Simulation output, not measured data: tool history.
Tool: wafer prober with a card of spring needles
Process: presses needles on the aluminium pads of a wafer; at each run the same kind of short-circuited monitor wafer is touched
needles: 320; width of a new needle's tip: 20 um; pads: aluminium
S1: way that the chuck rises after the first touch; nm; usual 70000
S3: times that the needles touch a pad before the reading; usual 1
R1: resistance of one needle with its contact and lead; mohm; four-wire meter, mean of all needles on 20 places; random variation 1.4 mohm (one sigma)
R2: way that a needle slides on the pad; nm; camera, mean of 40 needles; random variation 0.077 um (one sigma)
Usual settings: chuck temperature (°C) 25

run 1 hour=0 | S1=70000 chuck_temperature_(°C)=25 S3=1 | R1=204 R2=17500
run 2 hour=13.4 | S1=70000 chuck_temperature_(°C)=25 S3=1 | R1=316 R2=17540
-- hour=16.7 tips cleaned on abrasive film
run 3 hour=26.2 | S1=70000 chuck_temperature_(°C)=25 S3=1 | R1=266 R2=17480
-- hour=36.9 tips cleaned on abrasive film
run 4 hour=45.3 | S1=70000 chuck_temperature_(°C)=63 S3=1 | R1=260 R2=17410
run 5 hour=55 | S1=70000 chuck_temperature_(°C)=63 S3=1 | R1=321 R2=17410
-- hour=56.7 tips cleaned on abrasive film
-- hour=76.5 tips cleaned on abrasive film
run 6 hour=76.5 | S1=70000 chuck_temperature_(°C)=63 S3=1 | R1=138 R2=17470
run 7 hour=88.4 | S1=70000 chuck_temperature_(°C)=63 S3=1 | R1=288 R2=17450
-- hour=96.4 tips cleaned on abrasive film
run 8 hour=103.7 | S1=70000 chuck_temperature_(°C)=63 S3=1 | R1=255 R2=17390
run 9 hour=112.8 | S1=70000 chuck_temperature_(°C)=63 S3=1 | R1=316 R2=17330
-- hour=116.1 tips cleaned on abrasive film
run 10 hour=124.2 | S1=70000 chuck_temperature_(°C)=63 S3=1 | R1=263 R2=17360
run 11 hour=134.6 | S1=70000 chuck_temperature_(°C)=63 S3=2 | R1=241 R2=17280
-- hour=135.7 tips cleaned on abrasive film
run 12 hour=144.6 | S1=54000 chuck_temperature_(°C)=80 S3=3 | R1=223 R2=13210

Run 13 comes next. What will it give?
-- hour=156.2 tips cleaned on abrasive film
run 13 hour=166.9 | S1=54000 chuck_temperature_(°C)=80 S3=3 | R1=? R2=?

R1: 227 mohm
R2: 13180 nm
Without the tool's hidden state the same run would have given R1 131 mohm, R2 13860 nm.

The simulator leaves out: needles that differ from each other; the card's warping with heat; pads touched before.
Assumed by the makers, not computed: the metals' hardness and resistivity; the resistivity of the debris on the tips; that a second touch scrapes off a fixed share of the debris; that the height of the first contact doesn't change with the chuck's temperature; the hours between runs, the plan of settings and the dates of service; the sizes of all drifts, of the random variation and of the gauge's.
